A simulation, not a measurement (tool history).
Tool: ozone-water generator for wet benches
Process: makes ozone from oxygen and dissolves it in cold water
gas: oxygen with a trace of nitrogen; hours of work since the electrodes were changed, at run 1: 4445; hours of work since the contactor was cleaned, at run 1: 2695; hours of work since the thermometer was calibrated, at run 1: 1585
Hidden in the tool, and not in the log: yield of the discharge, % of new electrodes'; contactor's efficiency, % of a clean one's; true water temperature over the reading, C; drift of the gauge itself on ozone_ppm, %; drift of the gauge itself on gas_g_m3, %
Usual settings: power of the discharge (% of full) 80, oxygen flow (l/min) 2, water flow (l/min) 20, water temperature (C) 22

run	hour	power of the discharge (% of full)	oxygen flow (l/min)	water flow (l/min)	water temperature (C)	hours of work since the electrodes were changed	hours of work since the contactor was cleaned	hours of work since the thermometer was calibrated	dissolved ozone (ppm)	ozone in the gas ahead of the water (g/m3)
1	0	80	2	20	22	4445	2695	1585	12.5	201
2	93.7	80	2	20	22	4534	2784	1674	12.7	203.2
3	185.6	80	2	20	22	4622	2872	1762	12.4	202.4
4	320.4	80	2	20	22	4750	3000	1890	12.3	201.3
5	415.1	80	2	20	22	4841	3091	1980	12.5	201.4
6	560.2	80	2	20	22	4979	3229	2119	12.5	202.9
7	694.9	80	2	13	22	5107	3357	2247	18.4	201.9
8	829.5	80	2	13	22	5235	3485	2375	18.2	201
9	913.7	80	2	13	22	5315	3566	2455	18.1	202.3
10	1077.6	61	2	20	22	5472	3722	2611	10	160.5
11	1227.7	61	2	20	22	5615	3865	2754	9.9	159.5
12	1375.8	61	2	20	22	5756	4006	2895	9.9	158.1
13	1489.8	61	2	20	22	5864	4114	3004	9.7	162
14	1578.7	80	2	20	17	5949	4199	3089	13.1	203.3
15	1741.2	80	2	20	17	6104	4354	3244	12.9	201.2
16	1843.2	80	2	20	17	6201	4451	3341	13	204.1
# hour 1881.5: contactor cleaned
17	1942.9	80	2.03	17	20	6292	59	3432	14.9	199.8
18	2078.9	80	2	24	22	6422	188	3561	10.4	202.1
19	2195.1	92	2	12	20	6532	299	3672	22.4	227.5
20	2334.2	89	2.28	14	22	6665	431	3805	19.2	208.4
21	2458.1	89	1.62	18	17	6783	549	3923	14.4	238.6
22	2554.8	89	1.62	18	17	6875	641	4015	14.8	242.6
23	2631.4	89	1.62	18	17	6948	714	4088	14.6	240.3
24	2752.6	89	1.62	18	17	7063	830	4203	14.3	240.4
25	2887.2	80	1.38	23	22	7192	958	4331	9.4	235.4
26	3007.8	80	1.38	23	22	7306	1073	4446	9.3	234.9
27	3143.4	80	1.38	23	22	7436	1202	4575	9.4	237.8
# hour 3234.9: electrodes of the discharge changed
28	3264.1	81	1.41	32	23	28	1311	4685	6.7	237
29	3340.7	80	1.72	27	16	101	1384	4758	8.7	215.6
30	3462.1	80	2	22	22	216	1500	4873	11.4	200.9
31	3562.5	80	2	22	22	312	1596	4969	11.4	202.1

5 ways to go on from here, each from the tool as it stands after run 31. What would each give?
A	3640.1	72	2	22	21	386	1669	5043	?	?
B	3640.1	42	2	20	24	386	1669	5043	?	?
C	3640.1	62	2	22	22	386	1669	5043	?	?
D	3640.1	71	2	22	22	386	1669	5043	?	?
E	3640.1	53	2	29	15	386	1669	5043	?	?

run	dissolved ozone (ppm)	ozone in the gas ahead of the water (g/m3)
A	10.3	183.2
B	7.2	118.5
C	9.2	164.4
D	10.1	182
E	6.2	143.7
Without the tool's hidden state the same runs would have given:
run	dissolved ozone (ppm)	ozone in the gas ahead of the water (g/m3)
A	10.3	183.3
B	7.2	118.5
C	9.2	164.4
D	10.1	182.1
E	6.2	143.7
